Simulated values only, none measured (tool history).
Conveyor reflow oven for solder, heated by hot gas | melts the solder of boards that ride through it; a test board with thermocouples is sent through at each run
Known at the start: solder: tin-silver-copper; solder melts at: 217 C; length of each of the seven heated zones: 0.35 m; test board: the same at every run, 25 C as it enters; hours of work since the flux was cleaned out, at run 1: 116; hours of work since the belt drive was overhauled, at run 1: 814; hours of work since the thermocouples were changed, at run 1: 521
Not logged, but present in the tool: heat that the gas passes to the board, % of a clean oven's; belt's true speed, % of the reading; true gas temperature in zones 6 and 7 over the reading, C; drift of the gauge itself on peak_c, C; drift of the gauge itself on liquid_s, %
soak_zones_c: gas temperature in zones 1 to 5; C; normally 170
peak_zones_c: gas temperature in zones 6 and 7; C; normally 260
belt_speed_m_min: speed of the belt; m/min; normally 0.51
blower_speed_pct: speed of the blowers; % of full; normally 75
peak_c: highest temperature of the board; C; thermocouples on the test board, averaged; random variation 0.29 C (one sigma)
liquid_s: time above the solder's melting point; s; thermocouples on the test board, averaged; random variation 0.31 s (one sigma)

run,hour,soak_zones_c,peak_zones_c,belt_speed_m_min,blower_speed_pct,hours of work since the flux was cleaned out,hours of work since the belt drive was overhauled,hours of work since the thermocouples were changed,peak_c,liquid_s
1,0,170,260,0.51,75,116,814,521,250.6,61.5
2,75.6,170,260,0.51,61,165,862,570,248.8,58.8
3,148.6,170,266,0.51,75,212,909,617,256.6,65.6
# hour 224.8: flux residue cleaned out of gas plates and filters
4,224.9,170,260,0.51,76,0,955,662,251.7,62.4
5,258.6,170,260,0.51,76,22,976,684,251.9,63
6,308.9,170,260,0.51,76,54,1008,716,252.5,62.9
# hour 349.9: belt drive overhauled, speed set with a stopwatch
7,349.9,170,260,0.51,75,78,0,740,251,62.2
8,411.8,170,260,0.51,75,117,40,780,251,61.7
9,476.8,165,260,0.51,75,159,81,821,250.9,59.9
10,518.3,165,260,0.51,75,186,108,848,250.7,59
11,563.2,165,260,0.587,75,214,137,877,246.6,47
12,621.1,170,260,0.51,50,252,174,914,245.4,54.8
# hour 632.9: flux residue cleaned out of gas plates and filters
13,695.5,170,260,0.51,50,40,218,958,246.7,55.8
14,760.4,159,262,0.51,50,82,260,1000,246,51.6
15,810.6,164,260,0.502,75,114,292,1032,252.3,61.4
16,863.1,164,260,0.502,75,148,326,1066,251.8,60.7
17,926,163,274,0.584,73,188,366,1106,259.4,55.1
18,981.7,170,263,0.514,75,224,402,1142,254.9,63.6
# hour 1037.4: flux residue cleaned out of gas plates and filters
# hour 1056.9: thermocouples of zones 6 and 7 changed
19,1063.7,175,263,0.531,90,16,450,4,254.7,63.6

Hidden state at the last listed run before each entry between runs and at the first one after, where it differs:
After run 3, before run 4: flux residue cleaned out of gas plates and filters (hour 224.8)
  heat that the gas passes to the board, % of a clean oven's: 95.6 -> 98.7; belt's true speed, % of the reading: 99.19 -> 99.15; true gas temperature in zones 6 and 7 over the reading, C: 1.48 -> 1.56
  difference, measured minus the result without the unlogged condition, peak_c: +0.8 -> +1.4 C; liquid_s: +0.8 -> +1.5 s
After run 6, before run 7: belt drive overhauled, speed set with a stopwatch (hour 349.9)
  heat that the gas passes to the board, % of a clean oven's: 97.6 -> 97.1; belt's true speed, % of the reading: 99.1 -> 99.89; true gas temperature in zones 6 and 7 over the reading, C: 1.66 -> 1.7
  difference, measured minus the result without the unlogged condition, peak_c: +1.4 -> +1.1 C; liquid_s: +1.5 -> +0.7 s
After run 12, before run 13: flux residue cleaned out of gas plates and filters (hour 632.9)
  heat that the gas passes to the board, % of a clean oven's: 93.7 -> 99.1; belt's true speed, % of the reading: 99.71 -> 99.67; true gas temperature in zones 6 and 7 over the reading, C: 2.04 -> 2.13
  difference, measured minus the result without the unlogged condition, peak_c: +1.1 -> +1.9 C; liquid_s: +0.9 -> +2 s
After run 18, before run 19: flux residue cleaned out of gas plates and filters (hour 1037.4); thermocouples of zones 6 and 7 changed (hour 1056.9)
  heat that the gas passes to the board, % of a clean oven's: 95.7 -> 99.2; belt's true speed, % of the reading: 99.49 -> 99.44; true gas temperature in zones 6 and 7 over the reading, C: 2.48 -> -0.14
  difference, measured minus the result without the unlogged condition, peak_c: +1.7 -> -0.2 C; liquid_s: +1.2 -> +0.3 s
